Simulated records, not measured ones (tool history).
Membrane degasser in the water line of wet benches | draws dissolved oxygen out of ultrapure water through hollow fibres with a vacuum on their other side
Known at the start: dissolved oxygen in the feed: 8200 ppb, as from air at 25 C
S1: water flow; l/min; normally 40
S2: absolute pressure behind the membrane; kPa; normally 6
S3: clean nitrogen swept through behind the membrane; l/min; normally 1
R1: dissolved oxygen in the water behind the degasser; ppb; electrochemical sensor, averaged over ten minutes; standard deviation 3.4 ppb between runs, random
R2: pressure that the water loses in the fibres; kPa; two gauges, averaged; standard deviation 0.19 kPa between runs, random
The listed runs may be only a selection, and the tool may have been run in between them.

run 1 hour=0 | S1=40 S2=6 S3=1 | R1=384.8 R2=41.8
run 2 hour=166.5 | S1=40 S2=6 S3=1 | R1=384 R2=41.86
-- hour=219.5 vacuum gauge calibrated
run 3 hour=402.2 | S1=40 S2=6 S3=1 | R1=350.6 R2=41.77
run 4 hour=604.1 | S1=40 S2=6 S3=1 | R1=355 R2=41.84
run 5 hour=734.6 | S1=40 S2=6 S3=1 | R1=350.4 R2=41.67
run 6 hour=865.2 | S1=40 S2=6 S3=1 | R1=355.9 R2=41.84
run 7 hour=977.9 | S1=40 S2=6 S3=1 | R1=356.3 R2=42.23
run 8 hour=1131 | S1=40 S2=6 S3=1 | R1=357.1 R2=42.08
run 9 hour=1261.8 | S1=40 S2=6 S3=1 | R1=364.4 R2=41.81
run 10 hour=1388.9 | S1=40 S2=9.01 S3=1 | R1=588 R2=42.16
run 11 hour=1555 | S1=40 S2=9.01 S3=1 | R1=589.6 R2=42.47
run 12 hour=1687.7 | S1=40 S2=9.01 S3=1 | R1=582.7 R2=42.13
run 13 hour=1823.3 | S1=40 S2=7.37 S3=1 | R1=461.9 R2=42.07
-- hour=1991 seals of the vacuum lines changed
run 14 hour=1995.7 | S1=40 S2=6.49 S3=1 | R1=398.5 R2=42.39
run 15 hour=2229.9 | S1=35 S2=6.76 S3=1.66 | R1=259.4 R2=37.12
run 16 hour=2415.7 | S1=35 S2=7.17 S3=1.11 | R1=350.6 R2=36.96
run 17 hour=2626.2 | S1=40 S2=10.87 S3=1.72 | R1=513.3 R2=42.37
run 18 hour=2795.5 | S1=57 S2=6.19 S3=0.91 | R1=688.3 R2=60.62
run 19 hour=2985.6 | S1=57 S2=6.19 S3=0.91 | R1=701.3 R2=60.54
run 20 hour=3135.9 | S1=38 S2=4.1 S3=0.91 | R1=208.8 R2=40.48
run 21 hour=3246.3 | S1=61 S2=5.95 S3=0.83 | R1=756.4 R2=64.47
run 22 hour=3414 | S1=61 S2=5.95 S3=0.83 | R1=763.7 R2=64.7
run 23 hour=3640 | S1=61 S2=5.95 S3=0.83 | R1=778 R2=65.25
run 24 hour=3832.8 | S1=61 S2=5.95 S3=0.83 | R1=776.6 R2=65.22
run 25 hour=3942.8 | S1=26 S2=6 S3=1.25 | R1=167.4 R2=27.67

Each row is a separate what-if for the run after 25, all from the same tool condition, not one after another. Results?
run A hour=4150.3 | S1=41 S2=6 S3=0.63 | R1=? R2=?
run B hour=4150.3 | S1=51 S2=4.96 S3=1.4 | R1=? R2=?
run C hour=4150.3 | S1=63 S2=9.2 S3=1.03 | R1=? R2=?
run D hour=4150.3 | S1=40 S2=6 S3=2.07 | R1=? R2=?

run=A R1=489.9 R2=43.94
run=B R1=430.8 R2=54.45
run=C R1=1072.2 R2=67.26
run=D R1=271.9 R2=42.56
Had the tool no hidden state, the same runs would have come out as:
run=A R1=443.8 R2=41.89
run=B R1=374.5 R2=51.91
run=C R1=1000.8 R2=64.13
run=D R1=238.1 R2=40.58
